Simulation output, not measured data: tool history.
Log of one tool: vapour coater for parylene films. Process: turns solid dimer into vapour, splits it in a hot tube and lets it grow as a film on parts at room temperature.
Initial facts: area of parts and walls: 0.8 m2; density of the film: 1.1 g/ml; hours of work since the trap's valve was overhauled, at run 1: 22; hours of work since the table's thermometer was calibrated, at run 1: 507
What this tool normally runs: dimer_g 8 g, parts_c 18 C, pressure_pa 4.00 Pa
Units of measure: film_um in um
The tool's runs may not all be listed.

run     day  dimer_g  parts_c  pressure_pa  hours of work since the trap's valve was overhauled  hours of work since the table's thermometer was calibrated  film_um
  1   0.000        8       18         4.00                                                   22                                                         507     7.17
  2   2.283        8       18         4.00                                                   59                                                         544     7.23
  3   3.779        8       13         4.00                                                   84                                                         569     8.63
  4   6.467        8       13         4.00                                                  127                                                         612     8.54
  5   9.404        8       13         4.00                                                  175                                                         660     8.41
  6  11.550        8       13         4.00                                                  209                                                         694     8.31
  7  13.138        8       13         4.00                                                  235                                                         720     8.28
     14.767  -- trap's valve overhauled
  8  15.608        8       18         4.00                                                   14                                                         757     7.21
  9  18.300        8       18         4.00                                                   57                                                         801     7.08
 10  21.050        8       18         4.00                                                  102                                                         846     7.06
 11  22.875        8       18         4.00                                                  131                                                         875     6.91
 12  25.446        8       18         4.00                                                  173                                                         917     6.89
 13  26.862        8       18         4.00                                                  196                                                         940     6.94
 14  28.762        8       11         4.00                                                  227                                                         970     8.39
 15  30.008        8       11         4.00                                                  247                                                         991     8.23
     30.929  -- trap's valve overhauled
 16  32.508        9       15         3.36                                                   26                                                        1028     9.34
 17  34.971       11       23         2.68                                                   65                                                        1068     8.60
 18  36.738        5       26         2.68                                                   94                                                        1097     3.43
 19  38.008        7       11         7.34                                                  115                                                        1117     7.62

The next listed run, before its measurement:
 20  40.988       11       14         4.25                                                  163                                                        1166        ?

film_um: 11.17 um
Take away the tool's hidden state, keep the run-to-run variation as it was, and the same run would have given film_um 11.46 um.
